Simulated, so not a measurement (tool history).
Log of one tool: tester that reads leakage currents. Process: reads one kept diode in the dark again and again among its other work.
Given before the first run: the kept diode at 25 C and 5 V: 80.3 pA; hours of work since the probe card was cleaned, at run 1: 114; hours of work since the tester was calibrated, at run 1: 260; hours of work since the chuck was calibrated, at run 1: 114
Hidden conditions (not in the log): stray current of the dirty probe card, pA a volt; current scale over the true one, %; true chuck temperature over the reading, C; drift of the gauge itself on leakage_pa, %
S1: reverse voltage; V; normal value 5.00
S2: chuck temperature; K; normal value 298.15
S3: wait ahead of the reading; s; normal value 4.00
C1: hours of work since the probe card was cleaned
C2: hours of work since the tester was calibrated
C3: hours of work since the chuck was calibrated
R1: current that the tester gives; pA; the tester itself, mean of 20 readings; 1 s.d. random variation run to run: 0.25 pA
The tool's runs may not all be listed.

run      day     S1      S2    S3    C1    C2   C3      R1
  1    0.000   5.00  298.15  4.00   114   260  114   80.54
  2    4.054   5.00  298.15  4.00   183   329  183   79.82
  3    8.517   5.00  298.15  4.00   259   405  259   79.21
  4   12.746   5.00  298.15  4.00   331   477  331   78.74
  5   16.554   5.00  298.15  4.00   396   542  396   78.85
  6   18.925   5.00  298.15  4.00   437   583  437   78.43
  7   21.950   5.00  298.15  4.00   488   634  488   78.21
  8   25.733   5.00  298.15  4.00   553   699  553   77.59
  9   28.242   5.00  298.15  1.27   596   742  596   78.06
      30.800  -- chuck's temperature calibrated
 10   32.171   5.00  298.15  4.00   661   807   23   83.50
 11   34.312   5.00  298.15  4.00   698   844   60   83.12
 12   36.225   5.00  298.15  4.00   731   876   93   83.61
 13   39.542   5.00  318.15  4.00   787   933  149  390.13
 14   41.429   5.00  297.15  4.00   819   965  181   75.98
 15   44.758   5.00  329.15  4.00   876  1022  238  852.91
 16   47.092   5.00  298.15  4.00   916  1062  278   81.44
 17   49.592   5.00  298.15  4.00   959  1104  321   81.42
 18   52.046   5.00  298.15  1.27  1000  1146  362   82.32
 19   54.704   5.00  298.15  1.27  1046  1192  408   81.97
 20   58.029   5.00  298.15  1.27  1102  1248  465   81.90
 21   60.283   1.88  298.15  1.27  1141  1287  503   49.36
 22   62.333   1.88  298.15  1.27  1176  1322  538   49.40
 23   65.562   1.88  298.15  1.27  1231  1377  593   49.32
      68.167  -- chuck's temperature calibrated
 24   69.629   9.32  298.15  8.38  1299  1445   25  116.57
 25   72.721   2.03  300.15  1.32  1352  1497   78   63.29
 26   77.012   2.03  307.15  0.50  1425  1571  151  109.69
 27   79.725   8.80  310.15  0.50  1471  1617  197  286.37
 28   82.779   9.80  309.15  0.50  1523  1669  249  279.83
 29   87.154  12.40  305.15  4.00  1598  1744  324  228.55
 30   89.504  12.40  305.15  4.00  1638  1784  364  226.62
 31   92.083   5.00  312.15  1.95  1682  1828  408  243.21
 32   94.546   5.00  312.15  1.95  1724  1870  450  241.95
 33   97.746   5.00  312.15  1.95  1779  1924  505  240.20
     100.817  -- probe card cleaned and baked
 34  101.167   6.77  306.15  0.60     6  1981  561  169.56
 35  103.979   6.77  306.15  0.60    54  2028  609  169.05
     105.783  -- chuck's temperature calibrated
 36  108.654  13.32  300.15  4.00   132  2107   49  154.93
 37  110.779   1.51  298.15  4.00   169  2143   85   45.71
 38  113.512   1.51  298.15  4.00   215  2190  132   45.15
 39  116.750  13.20  298.15  0.55   270  2245  187  135.92
 40  121.367  13.20  298.15  0.55   349  2324  266  136.11

Describe how what the log doesn't record of the tool's condition differs between the last listed run preceding each entry between runs and the first listed run following it.
Run 9 -> run 10: chuck's temperature calibrated (day 30.800)
  stray current of the dirty probe card, pA a volt: 0.511 -> 0.563; current scale over the true one, %: 0.04 -> 0.05; true chuck temperature over the reading, C: -0.87 -> 0.01
  measured result minus the result with no hidden state, R1: -3.21 -> +2.81 pA
Run 23 -> run 24: chuck's temperature calibrated (day 68.167)
  stray current of the dirty probe card, pA a volt: 1.015 -> 1.068; current scale over the true one, %: 0.13 -> 0.14; true chuck temperature over the reading, C: -0.85 -> -0.2
  measured result minus the result with no hidden state, R1: -1.58 -> +8.13 pA
Run 33 -> run 34: probe card cleaned and baked (day 100.817)
  stray current of the dirty probe card, pA a volt: 1.446 -> 0.028; true chuck temperature over the reading, C: -0.93 -> -1.02
  measured result minus the result with no hidden state, R1: -9.67 -> -13.70 pA
Run 35 -> run 36: chuck's temperature calibrated (day 105.783)
  stray current of the dirty probe card, pA a volt: 0.067 -> 0.125; current scale over the true one, %: 0.22 -> 0.23; true chuck temperature over the reading, C: -1.08 -> 0.02
  measured result minus the result with no hidden state, R1: -14.33 -> +2.02 pA
